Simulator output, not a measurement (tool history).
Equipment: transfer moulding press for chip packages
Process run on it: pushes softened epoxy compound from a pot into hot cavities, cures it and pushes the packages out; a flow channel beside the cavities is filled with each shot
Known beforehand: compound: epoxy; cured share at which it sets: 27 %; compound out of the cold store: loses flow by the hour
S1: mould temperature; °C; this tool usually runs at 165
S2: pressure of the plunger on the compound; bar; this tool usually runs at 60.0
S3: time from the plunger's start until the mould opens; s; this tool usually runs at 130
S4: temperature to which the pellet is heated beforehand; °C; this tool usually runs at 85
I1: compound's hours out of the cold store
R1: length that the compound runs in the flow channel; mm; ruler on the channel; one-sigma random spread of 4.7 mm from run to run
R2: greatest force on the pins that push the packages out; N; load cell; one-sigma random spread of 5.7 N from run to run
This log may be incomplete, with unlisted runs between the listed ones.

Run 1, hour 0.0: usual settings; I1 24.9. Result: R1 921 mm, R2 398 N.
At hour 7.2: cavities cleaned with cleaning compound and waxed.
Run 2, hour 16.4: usual settings; I1 30.5. Result: R1 905 mm, R2 247 N.
Run 3, hour 31.5: usual settings but S3 159 s; I1 10.0. Result: R1 1018 mm, R2 251 N.
At hour 51.8: plunger's sealing rings changed.
Run 4, hour 53.7: usual settings but S3 159 s; I1 11.6. Result: R1 1036 mm, R2 286 N.
Run 5, hour 69.3: usual settings but S3 159 s; I1 14.3. Result: R1 1026 mm, R2 311 N.
At hour 83.6: mould's thermocouples calibrated.
Run 6, hour 83.6: usual settings but S3 159 s; I1 22.5. Result: R1 972 mm, R2 329 N.
Run 7, hour 94.9: usual settings but S1 162 °C; I1 8.3. Result: R1 1076 mm, R2 463 N.
At hour 102.8: cavities cleaned with cleaning compound and waxed.
Run 8, hour 119.2: usual settings but S1 162 °C; I1 37.7. Result: R1 895 mm, R2 315 N.
Run 9, hour 130.7: usual settings; I1 8.9. Result: R1 1051 mm, R2 309 N.
At hour 137.5: mould's thermocouples calibrated, once more.
Run 10, hour 147.6: usual settings but S4 86 °C; I1 40.3. Result: R1 875 mm, R2 334 N.
Run 11, hour 158.9: usual settings but S4 83 °C; I1 38.8. Result: R1 880 mm, R2 347 N.
Run 12, hour 168.6: usual settings; I1 28.1. Result: R1 941 mm, R2 378 N.
Run 13, hour 188.7: usual settings; I1 31.9. Result: R1 917 mm, R2 387 N.
At hour 194.8: cavities cleaned with cleaning compound and waxed.
Run 14, hour 201.6: usual settings but S1 166 °C; I1 11.6. Result: R1 1018 mm, R2 243 N.
Run 15, hour 216.3: usual settings but S1 166 °C; I1 32.6. Result: R1 905 mm, R2 275 N.
Run 16, hour 240.3: usual settings but S1 166 °C, S3 116 s, S4 81 °C; I1 22.6. Result: R1 969 mm, R2 404 N.
Run 17, hour 264.2: usual settings but S1 170 °C, S2 64.7 bar, S4 81 °C; I1 26.1. Result: R1 959 mm, R2 329 N.
At hour 284.7: cavities cleaned with cleaning compound and waxed.
Run 18, hour 286.0: usual settings but S1 171 °C, S2 66.4 bar, S4 84 °C; I1 10.0. Result: R1 1063 mm, R2 180 N.
Run 19, hour 301.7: usual settings but S2 53.5 bar, S3 139 s; I1 19.7. Result: R1 921 mm, R2 259 N.

Expected results for the next run?
Run 20, hour 325.7: usual settings but S1 170 °C, S4 91 °C; I1 16.0. Result: R1 ?, R2 ?.

{"run 20": {"R1": 982, "R2": 295}}
The same run, on a tool lacking any hidden state, would have yielded R1 1006 mm, R2 185 N.
